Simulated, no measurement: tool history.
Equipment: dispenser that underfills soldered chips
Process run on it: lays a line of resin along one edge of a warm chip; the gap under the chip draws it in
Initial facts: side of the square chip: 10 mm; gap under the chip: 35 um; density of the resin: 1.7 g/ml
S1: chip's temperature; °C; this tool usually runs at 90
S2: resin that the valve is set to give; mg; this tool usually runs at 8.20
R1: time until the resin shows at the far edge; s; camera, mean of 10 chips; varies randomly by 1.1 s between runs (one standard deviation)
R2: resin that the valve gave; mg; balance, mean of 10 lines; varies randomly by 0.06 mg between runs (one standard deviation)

Run 1, day 0.000: usual settings. Result: R1 174.4 s, R2 8.01 mg.
At day 0.175: new syringe of resin.
Run 2, day 0.221: usual settings. Result: R1 108.5 s, R2 7.95 mg.
Run 3, day 0.342: usual settings. Result: R1 120.1 s, R2 8.00 mg.
Run 4, day 0.475: usual settings. Result: R1 131.5 s, R2 8.10 mg.
Run 5, day 0.667: usual settings. Result: R1 153.0 s, R2 8.01 mg.
Run 6, day 0.888: usual settings. Result: R1 182.0 s, R2 8.03 mg.
At day 0.933: new syringe of resin.
Run 7, day 1.017: usual settings. Result: R1 114.6 s, R2 7.93 mg.
Run 8, day 1.225: usual settings. Result: R1 133.1 s, R2 7.99 mg.
Run 9, day 1.350: usual settings but S1 97 °C, S2 7.31 mg. Result: R1 109.4 s, R2 7.11 mg.

Run 10 is up next; what results do you expect?
Run 10, day 1.562: usual settings but S1 97 °C, S2 7.82 mg. Result: R1 ?, R2 ?.

{"run 10": {"R1": 127.5, "R2": 7.45}}
Were there no unlogged condition in the tool, this run, its random variation unchanged, would have produced R1 78.1 s, R2 7.74 mg.

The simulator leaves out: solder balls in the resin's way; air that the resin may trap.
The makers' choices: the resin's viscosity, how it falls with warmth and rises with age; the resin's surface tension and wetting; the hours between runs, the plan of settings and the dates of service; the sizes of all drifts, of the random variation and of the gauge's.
